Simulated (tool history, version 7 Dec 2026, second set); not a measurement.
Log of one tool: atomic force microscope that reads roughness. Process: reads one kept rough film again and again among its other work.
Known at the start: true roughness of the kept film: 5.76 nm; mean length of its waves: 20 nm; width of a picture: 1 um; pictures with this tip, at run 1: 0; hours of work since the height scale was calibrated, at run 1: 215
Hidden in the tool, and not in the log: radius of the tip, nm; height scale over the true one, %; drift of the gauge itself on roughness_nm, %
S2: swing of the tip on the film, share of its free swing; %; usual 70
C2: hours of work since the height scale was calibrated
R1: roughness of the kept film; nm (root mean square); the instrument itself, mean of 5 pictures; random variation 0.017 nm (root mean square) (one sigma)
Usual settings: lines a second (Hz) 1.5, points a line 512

Run 1, day 0: usual settings; pictures with this tip 0; C2 215. Result: R1 4.122 nm (root mean square).
Run 2, day 0.912: usual settings; pictures with this tip 23; C2 225. Result: R1 3.85 nm (root mean square).
Run 3, day 1.442: usual settings; pictures with this tip 37; C2 231. Result: R1 3.724 nm (root mean square).
Run 4, day 2.508: usual settings but S2 85 %; pictures with this tip 64; C2 243. Result: R1 3.247 nm (root mean square).
Run 5, day 3.138: usual settings but S2 85 %; pictures with this tip 80; C2 250. Result: R1 3.128 nm (root mean square).
Run 6, day 3.892: usual settings; pictures with this tip 99; C2 258. Result: R1 3.138 nm (root mean square).
Run 7, day 4.417: usual settings; pictures with this tip 112; C2 264. Result: R1 3.05 nm (root mean square).
Run 8, day 5.158: usual settings; pictures with this tip 131; C2 272. Result: R1 2.932 nm (root mean square).
Run 9, day 6.296: usual settings; pictures with this tip 160; C2 285. Result: R1 2.766 nm (root mean square).
Run 10, day 7.004: usual settings; pictures with this tip 178; C2 293. Result: R1 2.65 nm (root mean square).
At day 7.858: new tip fitted.
Run 11, day 7.946: usual settings; pictures with this tip 2; C2 303. Result: R1 4.132 nm (root mean square).
Run 12, day 8.525: usual settings but lines a second (Hz) 3.17; pictures with this tip 17; C2 310. Result: R1 3.745 nm (root mean square).
Run 13, day 9.304: usual settings but lines a second (Hz) 2.16, points a line 741; pictures with this tip 37; C2 318. Result: R1 3.634 nm (root mean square).
Run 14, day 10.025: usual settings but lines a second (Hz) 0.56, S2 76 %, points a line 741; pictures with this tip 55; C2 326. Result: R1 3.609 nm (root mean square).
Run 15, day 10.617: usual settings but lines a second (Hz) 3.1, S2 80 %, points a line 472; pictures with this tip 70; C2 333. Result: R1 3.017 nm (root mean square).
Run 16, day 11.504: usual settings but lines a second (Hz) 3.32, S2 80 %, points a line 316; pictures with this tip 92; C2 343. Result: R1 2.798 nm (root mean square).
Run 17, day 12.046: usual settings but lines a second (Hz) 3.32, S2 80 %, points a line 316; pictures with this tip 106; C2 349. Result: R1 2.729 nm (root mean square).
Run 18, day 12.558: usual settings but lines a second (Hz) 3.32, S2 80 %, points a line 316; pictures with this tip 119; C2 355. Result: R1 2.602 nm (root mean square).
Run 19, day 13.3: usual settings but lines a second (Hz) 3.32, S2 60 %, points a line 316; pictures with this tip 138; C2 363. Result: R1 2.819 nm (root mean square).
Run 20, day 14.204: usual settings but lines a second (Hz) 1.9, S2 76 %, points a line 285; pictures with this tip 161; C2 373. Result: R1 2.59 nm (root mean square).
Run 21, day 14.788: usual settings but lines a second (Hz) 3.76, S2 73 %, points a line 583; pictures with this tip 176; C2 380. Result: R1 2.44 nm (root mean square).

Hidden state or all else? Some run-to-run changes of R1, split into what the settings, what came in and random variation would give without the hidden state, and what is left for the hidden state (with any gauge scatter that isn't in both results):
Run 1 -> 2: no setting changed, nothing entered. R1 -0.272 nm (root mean square): hidden state -0.292, all else +0.02.
Run 10 -> 11: new tip fitted. R1 +1.482 nm (root mean square): hidden state +1.44, all else +0.042.
Run 14 -> 15: lines a second (Hz) 0.56 -> 3.1, S2 76 -> 80, points a line 741 -> 472. R1 -0.592 nm (root mean square): hidden state -0.028, all else -0.564.
